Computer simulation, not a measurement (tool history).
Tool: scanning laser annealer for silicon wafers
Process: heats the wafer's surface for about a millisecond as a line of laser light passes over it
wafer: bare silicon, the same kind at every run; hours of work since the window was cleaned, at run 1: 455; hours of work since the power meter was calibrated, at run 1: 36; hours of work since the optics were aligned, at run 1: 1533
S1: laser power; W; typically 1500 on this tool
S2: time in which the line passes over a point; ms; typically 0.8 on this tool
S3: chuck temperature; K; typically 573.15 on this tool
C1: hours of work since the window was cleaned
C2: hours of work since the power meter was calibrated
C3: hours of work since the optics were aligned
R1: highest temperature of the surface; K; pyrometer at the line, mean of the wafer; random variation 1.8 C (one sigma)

Run 1, hour 0: usual settings; C1 455; C2 36; C3 1533. Result: R1 1330.15 K.
At hour 3.8: window over the wafer cleaned.
Run 2, hour 6.7: usual settings; C1 2; C2 39; C3 1536. Result: R1 1333.15 K.
Run 3, hour 14.3: usual settings but S2 0.594 ms; C1 6; C2 43; C3 1540. Result: R1 1213.15 K.
Run 4, hour 20: usual settings but S2 0.594 ms; C1 10; C2 47; C3 1544. Result: R1 1215.15 K.
Run 5, hour 27.4: usual settings but S2 0.594 ms; C1 14; C2 51; C3 1548. Result: R1 1213.15 K.
Run 6, hour 36.6: usual settings; C1 19; C2 57; C3 1554. Result: R1 1334.15 K.
Run 7, hour 45.4: usual settings; C1 25; C2 62; C3 1559. Result: R1 1331.15 K.
Run 8, hour 53.1: usual settings; C1 29; C2 66; C3 1564. Result: R1 1335.15 K.
Run 9, hour 63.3: usual settings; C1 35; C2 72; C3 1570. Result: R1 1338.15 K.
Run 10, hour 69.2: usual settings; C1 39; C2 76; C3 1573. Result: R1 1332.15 K.
Run 11, hour 74.4: usual settings; C1 42; C2 79; C3 1576. Result: R1 1334.15 K.
Run 12, hour 84.1: usual settings; C1 48; C2 85; C3 1582. Result: R1 1332.15 K.
Run 13, hour 91.4: usual settings but S3 599.15 K; C1 52; C2 89; C3 1586. Result: R1 1359.15 K.
Run 14, hour 102: usual settings but S3 606.15 K; C1 58; C2 95; C3 1593. Result: R1 1369.15 K.
Run 15, hour 110.5: usual settings but S1 1518 W; C1 63; C2 100; C3 1598. Result: R1 1349.15 K.
Run 16, hour 117.7: usual settings but S1 1518 W; C1 68; C2 105; C3 1602. Result: R1 1344.15 K.
Run 17, hour 128.3: usual settings but S1 1518 W; C1 74; C2 111; C3 1608. Result: R1 1345.15 K.
Run 18, hour 133.5: usual settings but S1 1518 W; C1 77; C2 114; C3 1611. Result: R1 1347.15 K.
Run 19, hour 138.5: usual settings but S2 0.576 ms; C1 80; C2 117; C3 1614. Result: R1 1203.15 K.
Run 20, hour 147.6: usual settings but S2 0.576 ms; C1 85; C2 122; C3 1620. Result: R1 1201.15 K.
Run 21, hour 153.5: usual settings but S2 0.671 ms; C1 89; C2 126; C3 1623. Result: R1 1259.15 K.
Run 22, hour 160.7: usual settings but S2 0.671 ms; C1 93; C2 130; C3 1627. Result: R1 1258.15 K.
Run 23, hour 167.3: usual settings but S1 1382 W, S2 0.952 ms, S3 599.15 K; C1 97; C2 134; C3 1631. Result: R1 1356.15 K.
Run 24, hour 176.7: usual settings but S2 0.701 ms, S3 610.15 K; C1 103; C2 140; C3 1637. Result: R1 1315.15 K.
Run 25, hour 186.5: usual settings but S2 0.701 ms, S3 610.15 K; C1 108; C2 145; C3 1643. Result: R1 1317.15 K.
Run 26, hour 197.7: usual settings but S2 0.701 ms, S3 610.15 K; C1 115; C2 152; C3 1649. Result: R1 1315.15 K.
Run 27, hour 206.8: usual settings but S2 0.701 ms, S3 586.15 K; C1 120; C2 157; C3 1655. Result: R1 1293.15 K.
Run 28, hour 212.5: usual settings but S1 1439 W, S3 584.15 K; C1 124; C2 161; C3 1658. Result: R1 1303.15 K.
Run 29, hour 217.3: usual settings but S1 1333 W, S2 0.6 ms, S3 592.15 K; C1 127; C2 164; C3 1661. Result: R1 1141.15 K.
Run 30, hour 222.2: usual settings but S1 1333 W, S2 0.6 ms, S3 592.15 K; C1 130; C2 167; C3 1664. Result: R1 1144.15 K.
Run 31, hour 229: usual settings but S1 1333 W, S2 0.6 ms, S3 592.15 K; C1 134; C2 171; C3 1668. Result: R1 1141.15 K.
Run 32, hour 234.9: usual settings but S1 1333 W, S2 0.6 ms, S3 592.15 K; C1 137; C2 174; C3 1671. Result: R1 1139.15 K.
Run 33, hour 244.8: usual settings but S1 1562 W, S2 0.776 ms, S3 570.15 K; C1 143; C2 180; C3 1677. Result: R1 1359.15 K.
Run 34, hour 252.2: usual settings but S1 1562 W, S2 0.776 ms, S3 570.15 K; C1 147; C2 184; C3 1682. Result: R1 1359.15 K.
Run 35, hour 260.8: usual settings but S1 1462 W, S3 556.15 K; C1 153; C2 190; C3 1687. Result: R1 1292.15 K.
Run 36, hour 270.7: usual settings but S1 1462 W, S3 556.15 K; C1 158; C2 195; C3 1693. Result: R1 1291.15 K.
Run 37, hour 276.7: usual settings but S1 1396 W, S3 559.15 K; C1 162; C2 199; C3 1696. Result: R1 1251.15 K.

Predict each of these 4 candidate next runs independently; none follows another, all start after run 37:
Run A, hour 284.2: usual settings but S1 1427 W, S2 0.786 ms; C1 166; C2 203; C3 1701. Result: R1 ?.
Run B, hour 284.2: usual settings but S1 1288 W, S2 0.56 ms, S3 539.15 K; C1 166; C2 203; C3 1701. Result: R1 ?.
Run C, hour 284.2: usual settings but S1 1439 W, S2 0.875 ms, S3 610.15 K; C1 166; C2 203; C3 1701. Result: R1 ?.
Run D, hour 284.2: usual settings but S2 0.707 ms; C1 166; C2 203; C3 1701. Result: R1 ?.

run       R1
  A  1280.15
  B  1041.15
  C  1363.15
  D  1280.15
With the hidden condition removed and each run's random variation left untouched, the same runs would have given:
run       R1
  A  1281.15
  B  1042.15
  C  1365.15
  D  1282.15
